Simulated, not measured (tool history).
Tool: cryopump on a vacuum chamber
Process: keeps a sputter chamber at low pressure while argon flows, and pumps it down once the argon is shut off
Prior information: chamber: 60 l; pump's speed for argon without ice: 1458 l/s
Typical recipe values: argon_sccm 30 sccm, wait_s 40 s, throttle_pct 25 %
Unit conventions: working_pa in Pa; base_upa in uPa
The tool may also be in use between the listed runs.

run 1 hour=0.0 | argon_sccm=30 wait_s=40 throttle_pct=25 | working_pa=0.1430 base_upa=3.02
run 2 hour=8.9 | argon_sccm=30 wait_s=40 throttle_pct=25 | working_pa=0.1420 base_upa=3.08
run 3 hour=22.2 | argon_sccm=30 wait_s=40 throttle_pct=25 | working_pa=0.1439 base_upa=3.07
run 4 hour=32.5 | argon_sccm=30 wait_s=40 throttle_pct=18 | working_pa=0.1991 base_upa=3.19
run 5 hour=42.1 | argon_sccm=30 wait_s=40 throttle_pct=18 | working_pa=0.1997 base_upa=3.26
run 6 hour=57.0 | argon_sccm=30 wait_s=40 throttle_pct=20 | working_pa=0.1793 base_upa=3.14
run 7 hour=63.8 | argon_sccm=30 wait_s=40 throttle_pct=20 | working_pa=0.1792 base_upa=3.14
run 8 hour=78.1 | argon_sccm=30 wait_s=40 throttle_pct=25 | working_pa=0.1463 base_upa=3.26
run 9 hour=89.8 | argon_sccm=33 wait_s=40 throttle_pct=25 | working_pa=0.1609 base_upa=3.30
run 10 hour=98.4 | argon_sccm=50 wait_s=40 throttle_pct=25 | working_pa=0.2446 base_upa=3.30
run 11 hour=112.9 | argon_sccm=50 wait_s=40 throttle_pct=16 | working_pa=0.3751 base_upa=3.37
run 12 hour=122.9 | argon_sccm=50 wait_s=40 throttle_pct=16 | working_pa=0.3747 base_upa=3.32
run 13 hour=133.1 | argon_sccm=33 wait_s=237 throttle_pct=22 | working_pa=0.1830 base_upa=2.24
run 14 hour=148.6 | argon_sccm=33 wait_s=237 throttle_pct=22 | working_pa=0.1819 base_upa=2.24
run 15 hour=161.7 | argon_sccm=13 wait_s=43 throttle_pct=25 | working_pa=0.0653 base_upa=3.38
run 16 hour=169.2 | argon_sccm=13 wait_s=43 throttle_pct=25 | working_pa=0.0647 base_upa=3.43
run 17 hour=183.8 | argon_sccm=59 wait_s=27 throttle_pct=25 | working_pa=0.2959 base_upa=4.25
run 18 hour=199.0 | argon_sccm=27 wait_s=21 throttle_pct=49 | working_pa=0.0739 base_upa=4.88
run 19 hour=212.8 | argon_sccm=27 wait_s=21 throttle_pct=49 | working_pa=0.0746 base_upa=5.04
run 20 hour=224.7 | argon_sccm=27 wait_s=21 throttle_pct=49 | working_pa=0.0752 base_upa=5.09
run 21 hour=237.9 | argon_sccm=15 wait_s=207 throttle_pct=26 | working_pa=0.0735 base_upa=2.57
run 22 hour=252.2 | argon_sccm=30 wait_s=67 throttle_pct=24 | working_pa=0.1594 base_upa=3.19
run 23 hour=259.3 | argon_sccm=30 wait_s=67 throttle_pct=24 | working_pa=0.1595 base_upa=3.23

4 options for the next run, each taken on its own from the tool as it stands now. Forecast them:
run A hour=268.8 | argon_sccm=30 wait_s=71 throttle_pct=24 | working_pa=? base_upa=?
run B hour=268.8 | argon_sccm=30 wait_s=40 throttle_pct=58 | working_pa=? base_upa=?
run C hour=268.8 | argon_sccm=13 wait_s=148 throttle_pct=58 | working_pa=? base_upa=?
run D hour=268.8 | argon_sccm=39 wait_s=67 throttle_pct=24 | working_pa=? base_upa=?

run=A working_pa=0.1588 base_upa=3.20
run=B working_pa=0.0747 base_upa=3.86
run=C working_pa=0.0321 base_upa=2.74
run=D working_pa=0.2077 base_upa=3.27
Without the tool's unlogged condition, the same runs would have read:
run=A working_pa=0.1443 base_upa=0.99
run=B working_pa=0.0604 base_upa=1.63
run=C working_pa=0.0259 base_upa=0.56
run=D working_pa=0.1888 base_upa=1.07
